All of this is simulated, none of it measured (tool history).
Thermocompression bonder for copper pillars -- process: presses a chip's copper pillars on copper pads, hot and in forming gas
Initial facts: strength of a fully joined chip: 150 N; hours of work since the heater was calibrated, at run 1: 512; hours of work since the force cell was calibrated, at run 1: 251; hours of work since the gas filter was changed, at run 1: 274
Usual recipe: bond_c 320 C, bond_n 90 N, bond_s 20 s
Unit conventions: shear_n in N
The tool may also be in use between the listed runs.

run,hour,bond_c,bond_n,bond_s,hours of work since the heater was calibrated,hours of work since the force cell was calibrated,hours of work since the gas filter was changed,shear_n
1,0.0,320,90,20,512,251,274,85.4
2,26.1,320,90,20,522,262,285,87.1
3,68.5,320,90,20,539,279,302,85.4
4,101.6,320,66,20,553,292,315,73.2
5,135.0,320,66,20,566,306,329,74.3
6,166.2,320,90,30,579,318,341,101.2
# hour 183.1: forming gas filter changed
7,190.8,320,90,30,588,328,3,97.7
8,236.4,320,60,30,607,346,21,80.6
9,277.7,320,60,30,623,363,38,82.2
10,319.5,320,60,30,640,380,55,78.5
11,365.8,320,60,30,659,399,74,82.1
12,402.9,320,60,30,674,413,89,80.7
13,446.6,320,62,20,692,431,106,72.0
14,473.3,320,62,20,702,442,117,71.9
15,501.5,320,90,20,714,453,128,88.1
16,526.2,320,90,20,724,463,138,86.5
17,547.5,320,93,20,732,472,147,87.4
18,592.3,320,93,20,750,490,165,88.8
19,625.6,320,93,20,764,503,178,87.6

Forecast run 20:
20,656.4,320,93,20,776,516,191,?

{"run 20": {"shear_n": 88.7}}
Take away the tool's hidden state, keep the run-to-run variation as it was, and the same run would have given shear_n 89.2 N.

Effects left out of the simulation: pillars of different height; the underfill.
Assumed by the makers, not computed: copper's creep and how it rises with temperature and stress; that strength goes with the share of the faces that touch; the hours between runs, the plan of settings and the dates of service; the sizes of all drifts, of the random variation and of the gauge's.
